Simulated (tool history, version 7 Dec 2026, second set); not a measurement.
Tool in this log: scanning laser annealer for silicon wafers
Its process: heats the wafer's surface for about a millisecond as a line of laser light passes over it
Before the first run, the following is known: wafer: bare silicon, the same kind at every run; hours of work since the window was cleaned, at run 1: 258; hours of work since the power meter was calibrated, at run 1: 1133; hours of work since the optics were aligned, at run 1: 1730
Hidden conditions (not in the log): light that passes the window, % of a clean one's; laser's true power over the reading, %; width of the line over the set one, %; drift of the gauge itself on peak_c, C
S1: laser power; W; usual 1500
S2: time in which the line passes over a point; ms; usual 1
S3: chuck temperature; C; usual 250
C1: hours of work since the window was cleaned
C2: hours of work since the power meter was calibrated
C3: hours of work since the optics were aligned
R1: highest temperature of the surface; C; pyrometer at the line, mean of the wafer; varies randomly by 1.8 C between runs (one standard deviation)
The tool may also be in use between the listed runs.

run 1 hour=0 | S1=1500 S2=1 S3=250 | C1=258 C2=1133 C3=1730 | R1=1013
run 2 hour=45.6 | S1=1500 S2=1 S3=250 | C1=289 C2=1164 C3=1762 | R1=1015
run 3 hour=76.7 | S1=1500 S2=1 S3=250 | C1=311 C2=1185 C3=1783 | R1=1009
run 4 hour=102.2 | S1=1500 S2=1 S3=250 | C1=328 C2=1203 C3=1800 | R1=1009
run 5 hour=146.8 | S1=1500 S2=1 S3=250 | C1=358 C2=1233 C3=1831 | R1=1012
run 6 hour=180.4 | S1=1354 S2=1 S3=250 | C1=381 C2=1256 C3=1854 | R1=927
run 7 hour=225.3 | S1=1354 S2=1 S3=250 | C1=412 C2=1287 C3=1884 | R1=923
run 8 hour=244.3 | S1=1354 S2=1 S3=250 | C1=425 C2=1300 C3=1897 | R1=923
-- hour=256.8 window over the wafer cleaned
run 9 hour=272.3 | S1=1354 S2=0.72 S3=250 | C1=11 C2=1318 C3=1915 | R1=832
-- hour=303.6 optics aligned, line set to its width
run 10 hour=313 | S1=1354 S2=0.89 S3=250 | C1=35 C2=1342 C3=6 | R1=914
run 11 hour=352.6 | S1=1354 S2=0.89 S3=250 | C1=62 C2=1369 C3=33 | R1=913
run 12 hour=377.6 | S1=1354 S2=0.89 S3=250 | C1=79 C2=1386 C3=51 | R1=914
run 13 hour=419.9 | S1=1500 S2=1 S3=250 | C1=108 C2=1415 C3=79 | R1=1036
run 14 hour=454.2 | S1=1646 S2=1 S3=250 | C1=131 C2=1438 C3=103 | R1=1125
run 15 hour=495.9 | S1=1646 S2=1 S3=250 | C1=160 C2=1467 C3=131 | R1=1122
run 16 hour=520.3 | S1=1646 S2=1 S3=250 | C1=177 C2=1484 C3=148 | R1=1122
run 17 hour=553.3 | S1=1500 S2=1 S3=250 | C1=199 C2=1506 C3=170 | R1=1032
run 18 hour=589.8 | S1=1500 S2=1 S3=250 | C1=224 C2=1531 C3=195 | R1=1032
run 19 hour=635.5 | S1=1500 S2=1.11 S3=250 | C1=255 C2=1562 C3=227 | R1=1071
run 20 hour=656.9 | S1=1500 S2=1.11 S3=250 | C1=270 C2=1577 C3=241 | R1=1072
run 21 hour=693.6 | S1=1385 S2=0.76 S3=282 | C1=295 C2=1602 C3=266 | R1=900
run 22 hour=732 | S1=1616 S2=0.92 S3=273 | C1=321 C2=1628 C3=293 | R1=1085
run 23 hour=761.8 | S1=1616 S2=0.92 S3=273 | C1=341 C2=1648 C3=313 | R1=1086
run 24 hour=788.3 | S1=1362 S2=0.73 S3=277 | C1=360 C2=1667 C3=331 | R1=872
run 25 hour=830.1 | S1=1362 S2=0.73 S3=277 | C1=388 C2=1695 C3=360 | R1=870
run 26 hour=858 | S1=1362 S2=0.73 S3=277 | C1=407 C2=1714 C3=379 | R1=867
run 27 hour=884.6 | S1=1362 S2=0.73 S3=277 | C1=425 C2=1732 C3=397 | R1=867
-- hour=898 window over the wafer cleaned
run 28 hour=919.2 | S1=1446 S2=1.21 S3=237 | C1=14 C2=1755 C3=419 | R1=1068
run 29 hour=949.3 | S1=1446 S2=1.21 S3=237 | C1=35 C2=1775 C3=440 | R1=1067
run 30 hour=980.9 | S1=1612 S2=1 S3=250 | C1=57 C2=1797 C3=461 | R1=1100
run 31 hour=1011.4 | S1=1532 S2=1 S3=249 | C1=77 C2=1818 C3=482 | R1=1049
run 32 hour=1035.6 | S1=1523 S2=0.72 S3=249 | C1=94 C2=1834 C3=498 | R1=929
run 33 hour=1061.2 | S1=1523 S2=0.72 S3=249 | C1=111 C2=1851 C3=516 | R1=925
run 34 hour=1090.1 | S1=1500 S2=1.12 S3=250 | C1=131 C2=1871 C3=536 | R1=1076
run 35 hour=1116.6 | S1=1545 S2=1.12 S3=250 | C1=149 C2=1889 C3=554 | R1=1105
run 36 hour=1157 | S1=1647 S2=1.12 S3=250 | C1=177 C2=1917 C3=581 | R1=1167
run 37 hour=1184.3 | S1=1443 S2=1 S3=233 | C1=195 C2=1936 C3=600 | R1=981
run 38 hour=1222.2 | S1=1443 S2=0.71 S3=233 | C1=221 C2=1961 C3=626 | R1=860
run 39 hour=1241.5 | S1=1435 S2=1.01 S3=241 | C1=235 C2=1975 C3=639 | R1=985
run 40 hour=1275.9 | S1=1435 S2=0.83 S3=218 | C1=258 C2=1998 C3=663 | R1=890

For some of the steps in R1 from one run to the next: how much would appear even if the tool had no hidden state, given the settings, what came in and random variation, and how much remains for the hidden state plus any gauge scatter that the measured result and the result without hidden state don't share?
Run 8 -> 9: S2 1 -> 0.72, window over the wafer cleaned. R1 -91 C: hidden state +16, all else -107.
Run 9 -> 10: S2 0.72 -> 0.89, optics aligned, line set to its width. R1 +82 C: hidden state +15, all else +67.
Run 23 -> 24: S1 1616 -> 1362, S2 0.92 -> 0.73, S3 273 -> 277. R1 -214 C: hidden state +2, all else -216.
Run 27 -> 28: S1 1362 -> 1446, S2 0.73 -> 1.21, S3 277 -> 237, window over the wafer cleaned. R1 +201 C: hidden state +9, all else +192.
Run 36 -> 37: S1 1647 -> 1443, S2 1.12 -> 1, S3 250 -> 233. R1 -186 C: hidden state +0, all else -186.

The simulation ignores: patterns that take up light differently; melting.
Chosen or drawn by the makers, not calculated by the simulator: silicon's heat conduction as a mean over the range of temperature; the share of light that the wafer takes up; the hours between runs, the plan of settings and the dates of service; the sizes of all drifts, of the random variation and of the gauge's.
